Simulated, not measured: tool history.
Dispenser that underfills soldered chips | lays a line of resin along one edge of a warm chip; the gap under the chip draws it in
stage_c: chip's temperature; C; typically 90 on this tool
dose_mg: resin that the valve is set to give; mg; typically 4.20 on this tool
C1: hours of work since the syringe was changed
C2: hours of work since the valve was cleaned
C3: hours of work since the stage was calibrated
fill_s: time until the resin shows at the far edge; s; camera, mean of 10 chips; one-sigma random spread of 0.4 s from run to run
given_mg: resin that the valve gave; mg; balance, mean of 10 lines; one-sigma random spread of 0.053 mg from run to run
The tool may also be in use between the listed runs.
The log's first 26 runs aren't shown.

{"run": 27, "hour": 121.5, "stage_c": 93, "dose_mg": 3.61, "C1": 8, "C2": 47, "C3": 162, "fill_s": 45.4, "given_mg": 3.45}
{"run": 28, "hour": 124.7, "stage_c": 90, "dose_mg": 4.93, "C1": 10, "C2": 49, "C3": 164, "fill_s": 55.9, "given_mg": 4.72}
{"hour": 125.9, "done": "new syringe of resin"}
{"run": 29, "hour": 129.9, "stage_c": 90, "dose_mg": 5.04, "C1": 2, "C2": 52, "C3": 167, "fill_s": 29.6, "given_mg": 4.81}
{"run": 30, "hour": 134.8, "stage_c": 90, "dose_mg": 5.04, "C1": 6, "C2": 55, "C3": 170, "fill_s": 37.8, "given_mg": 4.78}
{"run": 31, "hour": 138.3, "stage_c": 104, "dose_mg": 3.89, "C1": 8, "C2": 57, "C3": 172, "fill_s": 26.2, "given_mg": 3.6}
{"hour": 144.0, "done": "new syringe of resin"}
{"run": 32, "hour": 144.7, "stage_c": 104, "dose_mg": 5.08, "C1": 0, "C2": 61, "C3": 176, "fill_s": 14.4, "given_mg": 4.94}
{"run": 33, "hour": 147.3, "stage_c": 104, "dose_mg": 5.08, "C1": 2, "C2": 62, "C3": 177, "fill_s": 15.7, "given_mg": 4.87}
{"run": 34, "hour": 150.4, "stage_c": 104, "dose_mg": 5.08, "C1": 4, "C2": 64, "C3": 179, "fill_s": 18.5, "given_mg": 4.91}
{"run": 35, "hour": 153.9, "stage_c": 104, "dose_mg": 5.08, "C1": 6, "C2": 66, "C3": 181, "fill_s": 21.6, "given_mg": 4.8}
{"run": 36, "hour": 158.6, "stage_c": 83, "dose_mg": 4.37, "C1": 9, "C2": 69, "C3": 184, "fill_s": 71.1, "given_mg": 4.09}
{"hour": 161.9, "done": "new syringe of resin"}
{"run": 37, "hour": 163.7, "stage_c": 83, "dose_mg": 4.37, "C1": 1, "C2": 72, "C3": 187, "fill_s": 37.7, "given_mg": 4.16}
{"run": 38, "hour": 167.4, "stage_c": 83, "dose_mg": 4.37, "C1": 3, "C2": 75, "C3": 190, "fill_s": 44.1, "given_mg": 4.13}

Predict each of these 3 candidate next runs independently; none follows another, all start after run 38:
{"run": "A", "hour": 171.8, "stage_c": 85, "dose_mg": 4.55, "C1": 6, "C2": 77, "C3": 192, "fill_s": "?", "given_mg": "?"}
{"run": "B", "hour": 171.8, "stage_c": 90, "dose_mg": 5.42, "C1": 6, "C2": 77, "C3": 192, "fill_s": "?", "given_mg": "?"}
{"run": "C", "hour": 171.8, "stage_c": 82, "dose_mg": 4.69, "C1": 6, "C2": 77, "C3": 192, "fill_s": "?", "given_mg": "?"}

run=A fill_s=50.7 given_mg=4.25
run=B fill_s=39.7 given_mg=5.03
run=C fill_s=58.0 given_mg=4.55
Had the tool no hidden state, the same runs would have come out as:
run=A fill_s=32.8 given_mg=4.52
run=B fill_s=25.8 given_mg=5.35
run=C fill_s=37.6 given_mg=4.83
